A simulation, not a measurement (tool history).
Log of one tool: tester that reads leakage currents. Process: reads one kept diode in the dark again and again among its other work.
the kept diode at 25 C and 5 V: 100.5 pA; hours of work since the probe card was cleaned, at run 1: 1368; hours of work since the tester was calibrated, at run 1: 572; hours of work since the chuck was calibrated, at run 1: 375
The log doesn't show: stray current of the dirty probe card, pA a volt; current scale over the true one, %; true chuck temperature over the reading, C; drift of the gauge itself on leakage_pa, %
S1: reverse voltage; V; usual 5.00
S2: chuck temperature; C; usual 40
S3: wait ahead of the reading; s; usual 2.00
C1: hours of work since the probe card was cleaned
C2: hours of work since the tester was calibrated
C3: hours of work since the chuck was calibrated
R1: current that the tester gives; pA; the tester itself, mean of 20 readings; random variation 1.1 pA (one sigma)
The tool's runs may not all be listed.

run    hour     S1  S2    S3    C1    C2   C3       R1
  1     0.0   5.00  40  2.00  1368   572  375   424.50
  2    39.1   5.00  52  2.00  1394   598  401  1120.24
  3   104.3   5.00  40  2.00  1437   641  444   433.07
  4   164.9   1.18  40  2.00  1477   681  484   230.92
  5   234.2   1.18  40  2.00  1522   727  530   233.87
  6   282.7   1.18  40  2.00  1554   759  562   235.78
  7   350.6   1.18  40  2.00  1599   803  606   239.69
  8   407.6   1.18  40  2.00  1636   841  644   242.01
  9   443.8   1.18  40  2.00  1660   865  668   243.61
      469.0  -- chuck's temperature calibrated
 10   501.2   1.18  40  2.00  1697   901   21   201.84
 11   558.0   8.61  40  2.00  1734   939   59   495.61
 12   590.2   8.61  40  2.00  1755   960   80   497.22
 13   648.0   5.00  40  2.00  1793   998  118   394.13
 14   690.1   5.00  30  2.00  1821  1026  146   167.76
 15   741.8   5.00  30  2.00  1855  1060  180   170.50
 16   789.0   5.00  30  2.00  1886  1091  211   171.57
 17   840.9   3.01  47  0.46  1921  1125  245   580.91
 18   903.4   3.01  47  0.46  1962  1166  286   588.95
 19   960.3  16.09  55  0.85  1999  1204  324  2336.21
 20  1029.8   1.76  30  2.00  2045  1250  369   112.81
 21  1084.2   5.00  56  1.16  2081  1285  405  1533.58
 22  1120.6   5.00  46  1.06  2105  1309  429   708.24
 23  1174.9   5.00  46  1.06  2141  1345  465   717.66
 24  1227.3   5.00  44  1.06  2175  1380  499   618.58

Run 25 comes next. What will it give?
 25  1278.6  16.73  60  2.00  2209  1413  533   ?

R1: 3648.10 pA
Without the tool's hidden state the same run would have given R1 3152.71 pA.
